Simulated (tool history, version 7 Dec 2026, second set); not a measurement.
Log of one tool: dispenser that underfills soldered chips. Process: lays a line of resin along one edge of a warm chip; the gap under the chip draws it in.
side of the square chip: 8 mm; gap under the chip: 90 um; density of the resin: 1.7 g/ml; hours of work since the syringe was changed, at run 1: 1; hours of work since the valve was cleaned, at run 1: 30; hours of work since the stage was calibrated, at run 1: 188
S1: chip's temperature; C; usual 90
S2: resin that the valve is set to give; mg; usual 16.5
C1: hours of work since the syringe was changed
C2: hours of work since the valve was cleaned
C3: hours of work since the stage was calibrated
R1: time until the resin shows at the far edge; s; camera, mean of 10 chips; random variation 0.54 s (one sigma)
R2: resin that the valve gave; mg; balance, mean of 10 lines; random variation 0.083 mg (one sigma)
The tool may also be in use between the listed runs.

run	day	S1	S2	C1	C2	C3	R1	R2
1	0	90	16.5	1	30	188	50.1	16.33
2	0.321	90	21.3	6	34	193	67	20.96
3	0.504	90	16.5	9	37	195	79.4	16.15
# day 0.604: new syringe of resin
4	0.871	90	16.5	4	42	200	59.9	16.24
5	1.167	90	18	8	46	205	76	17.48
# day 1.279: new syringe of resin
6	1.492	90	21.2	3	51	209	55.8	20.72
7	1.85	90	21.2	8	56	214	78	20.72
# day 1.958: new syringe of resin
8	2.208	90	21.2	4	61	219	58.1	20.73
9	2.55	90	21.2	9	66	224	82.1	20.43
# day 2.629: new syringe of resin
10	2.942	90	17.9	5	71	230	62.2	17.31
11	3.283	90	17.9	9	76	235	84.4	17.31
# day 3.317: new syringe of resin
12	3.592	90	17.9	4	80	239	59.9	17.24
# day 3.871: dispensing valve cleaned and set on the balance
13	3.904	90	16.5	8	1	243	76.4	16.65
# day 4.042: new syringe of resin
14	4.083	90	16.5	1	3	245	51.2	16.46
15	4.412	91	16.5	5	8	250	64.3	16.42
# day 4.721: new syringe of resin
16	4.721	77	16.4	0	12	254	91.5	16.33
17	5.021	77	16.4	4	16	259	118.4	16.42
18	5.321	90	17	9	21	263	82	16.85
# day 5.408: new syringe of resin
19	5.592	90	17	3	24	267	56.9	16.91
20	5.979	102	20.2	8	30	272	47	19.85
# day 6.083: new syringe of resin
21	6.296	78	19.8	3	34	277	102.5	19.21
22	6.483	99	15.8	6	37	279	46.9	15.56

Forecast run 23:
# day 6.775: new syringe of resin
23	6.775	81	18.4	0	41	283	?	?

R1: 71.7 s
R2: 17.85 mg
Without the tool's hidden state the same run would have given R1 68 s, R2 18.25 mg.
